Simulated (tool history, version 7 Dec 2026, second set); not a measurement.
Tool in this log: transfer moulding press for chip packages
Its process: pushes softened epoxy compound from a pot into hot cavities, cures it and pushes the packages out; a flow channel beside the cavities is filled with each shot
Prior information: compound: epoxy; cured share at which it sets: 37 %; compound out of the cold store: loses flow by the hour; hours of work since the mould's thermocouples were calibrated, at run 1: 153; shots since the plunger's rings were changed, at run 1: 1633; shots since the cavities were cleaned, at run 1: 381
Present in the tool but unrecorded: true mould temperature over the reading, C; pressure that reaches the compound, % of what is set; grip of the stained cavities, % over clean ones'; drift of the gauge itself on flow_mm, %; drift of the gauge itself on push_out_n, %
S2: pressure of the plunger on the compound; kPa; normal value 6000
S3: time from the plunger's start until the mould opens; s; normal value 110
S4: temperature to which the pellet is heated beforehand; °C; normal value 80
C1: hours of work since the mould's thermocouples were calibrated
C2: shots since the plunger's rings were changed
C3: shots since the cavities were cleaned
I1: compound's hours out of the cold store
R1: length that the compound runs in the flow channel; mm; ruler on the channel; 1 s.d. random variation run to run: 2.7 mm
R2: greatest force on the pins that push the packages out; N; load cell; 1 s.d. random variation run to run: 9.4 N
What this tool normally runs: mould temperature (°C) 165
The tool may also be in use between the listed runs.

Run 1, hour 0: usual settings; C1 153; C2 1633; C3 381; I1 10. Result: R1 746 mm, R2 663 N.
At hour 18.3: cavities cleaned with cleaning compound and waxed.
Run 2, hour 19.1: usual settings; C1 164; C2 1819; C3 8; I1 8.2. Result: R1 754 mm, R2 920 N.
Run 3, hour 27.7: usual settings; C1 169; C2 1910; C3 99; I1 40.2. Result: R1 686 mm, R2 901 N.
Run 4, hour 39.5: usual settings; C1 177; C2 2035; C3 224; I1 23.1. Result: R1 719 mm, R2 907 N.
Run 5, hour 51.8: usual settings; C1 184; C2 2165; C3 354; I1 45.9. Result: R1 678 mm, R2 908 N.
Run 6, hour 68.9: usual settings; C1 195; C2 2345; C3 534; I1 42. Result: R1 679 mm, R2 914 N.
At hour 72.9: cavities cleaned with cleaning compound and waxed.
Run 7, hour 87.2: usual settings but S2 5650 kPa; C1 205; C2 2523; C3 151; I1 26.1. Result: R1 690 mm, R2 550 N.
Run 8, hour 99: usual settings but S2 5650 kPa; C1 212; C2 2648; C3 276; I1 8.8. Result: R1 723 mm, R2 630 N.
Run 9, hour 113: usual settings but S2 5650 kPa; C1 221; C2 2796; C3 424; I1 21.9. Result: R1 697 mm, R2 682 N.
Run 10, hour 121.5: usual settings but S2 5650 kPa; C1 226; C2 2886; C3 514; I1 32.3. Result: R1 678 mm, R2 705 N.
At hour 127.9: cavities cleaned with cleaning compound and waxed.
At hour 135.2: cavities cleaned with cleaning compound and waxed, once more.
Run 11, hour 143.8: usual settings but S2 5650 kPa; C1 238; C2 3090; C3 91; I1 21. Result: R1 697 mm, R2 546 N.
At hour 150.3: plunger's sealing rings changed.
Run 12, hour 159.7: usual settings; C1 247; C2 100; C3 233; I1 26.4. Result: R1 727 mm, R2 604 N.
Run 13, hour 171.8: usual settings but mould temperature (°C) 171, S2 4780 kPa; C1 254; C2 227; C3 360; I1 14.3. Result: R1 647 mm, R2 522 N.
At hour 192.1: cavities cleaned with cleaning compound and waxed.
Run 14, hour 193.5: usual settings but S4 81 °C; C1 266; C2 441; C3 14; I1 16.4. Result: R1 746 mm, R2 478 N.
Run 15, hour 208.9: usual settings but S2 5060 kPa, S3 101 s, S4 73 °C; C1 276; C2 604; C3 177; I1 39.3. Result: R1 641 mm, R2 648 N.
Run 16, hour 223.1: usual settings but S2 4910 kPa, S3 102 s; C1 285; C2 754; C3 327; I1 26.7. Result: R1 656 mm, R2 706 N.
Run 17, hour 234.2: usual settings but S2 6050 kPa, S4 87 °C; C1 292; C2 871; C3 444; I1 28.6. Result: R1 725 mm, R2 693 N.
At hour 246.3: cavities cleaned with cleaning compound and waxed.
Run 18, hour 247: usual settings but S2 6050 kPa, S4 87 °C; C1 299; C2 992; C3 8; I1 11.8. Result: R1 748 mm, R2 490 N.
Run 19, hour 265.3: usual settings but S3 100 s; C1 310; C2 1185; C3 201; I1 19.1. Result: R1 735 mm, R2 718 N.
At hour 268.3: mould's thermocouples calibrated.
Run 20, hour 283.9: usual settings but S3 93 s, S4 74 °C; C1 10; C2 1361; C3 377; I1 10.1. Result: R1 745 mm, R2 875 N.
Run 21, hour 294.3: usual settings but S3 93 s, S4 74 °C; C1 16; C2 1470; C3 486; I1 20.4. Result: R1 725 mm, R2 916 N.
At hour 302.7: cavities cleaned with cleaning compound and waxed.
Run 22, hour 313.8: usual settings but S3 93 s, S4 78 °C; C1 27; C2 1660; C3 117; I1 20.5. Result: R1 723 mm, R2 659 N.
Run 23, hour 330.2: usual settings but S3 93 s, S4 78 °C; C1 37; C2 1834; C3 291; I1 44.4. Result: R1 672 mm, R2 768 N.

For each entry between runs, how does the tool's hidden state at the last listed run before it compare with that at the first listed run after it?
Run 1 -> run 2: cavities cleaned with cleaning compound and waxed (hour 18.3)
  true mould temperature over the reading, C: -0.7 -> -0.72; pressure that reaches the compound, % of what is set: 95.92 -> 95.49; grip of the stained cavities, % over clean ones': 48.3 -> 106.2
  measured result minus the result with no hidden state, R1: -12 -> -14 mm; R2: +238 -> +493 N
Run 6 -> run 7: cavities cleaned with cleaning compound and waxed (hour 72.9)
  true mould temperature over the reading, C: -0.79 -> -0.81; pressure that reaches the compound, % of what is set: 94.35 -> 93.96; grip of the stained cavities, % over clean ones': 111.8 -> 24.3
  measured result minus the result with no hidden state, R1: -16 -> -18 mm; R2: +503 -> +129 N
Run 10 -> run 11: cavities cleaned with cleaning compound and waxed (hour 127.9); cavities cleaned with cleaning compound and waxed, once more (hour 135.2)
  true mould temperature over the reading, C: -0.86 -> -0.89; pressure that reaches the compound, % of what is set: 93.23 -> 92.79; grip of the stained cavities, % over clean ones': 59.9 -> 16.3
  measured result minus the result with no hidden state, R1: -20 -> -21 mm; R2: +287 -> +101 N
Run 11 -> run 12: plunger's sealing rings changed (hour 150.3)
  true mould temperature over the reading, C: -0.89 -> -0.91; pressure that reaches the compound, % of what is set: 92.79 -> 99.13; grip of the stained cavities, % over clean ones': 16.3 -> 35.1
  measured result minus the result with no hidden state, R1: -21 -> +2 mm; R2: +101 -> +182 N
Run 13 -> run 14: cavities cleaned with cleaning compound and waxed (hour 192.1)
  true mould temperature over the reading, C: -0.93 -> -0.95; pressure that reaches the compound, % of what is set: 98.87 -> 98.41; grip of the stained cavities, % over clean ones': 48.8 -> 4.8
  measured result minus the result with no hidden state, R1: +1 -> +0 mm; R2: +177 -> +49 N
Run 17 -> run 18: cavities cleaned with cleaning compound and waxed (hour 246.3)
  true mould temperature over the reading, C: -1.01 -> -1.02; pressure that reaches the compound, % of what is set: 97.47 -> 97.22; grip of the stained cavities, % over clean ones': 56.1 -> 4.4
  measured result minus the result with no hidden state, R1: -3 -> -5 mm; R2: +273 -> +51 N
Run 19 -> run 20: mould's thermocouples calibrated (hour 268.3)
  true mould temperature over the reading, C: -1.05 -> 0.06; pressure that reaches the compound, % of what is set: 96.82 -> 96.46; grip of the stained cavities, % over clean ones': 29.4 -> 49.5
  measured result minus the result with no hidden state, R1: -6 -> -14 mm; R2: +207 -> +286 N
Run 21 -> run 22: cavities cleaned with cleaning compound and waxed (hour 302.7)
  true mould temperature over the reading, C: 0.04 -> 0.02; pressure that reaches the compound, % of what is set: 96.23 -> 95.88; grip of the stained cavities, % over clean ones': 59.3 -> 20.5
  measured result minus the result with no hidden state, R1: -15 -> -15 mm; R2: +337 -> +112 N

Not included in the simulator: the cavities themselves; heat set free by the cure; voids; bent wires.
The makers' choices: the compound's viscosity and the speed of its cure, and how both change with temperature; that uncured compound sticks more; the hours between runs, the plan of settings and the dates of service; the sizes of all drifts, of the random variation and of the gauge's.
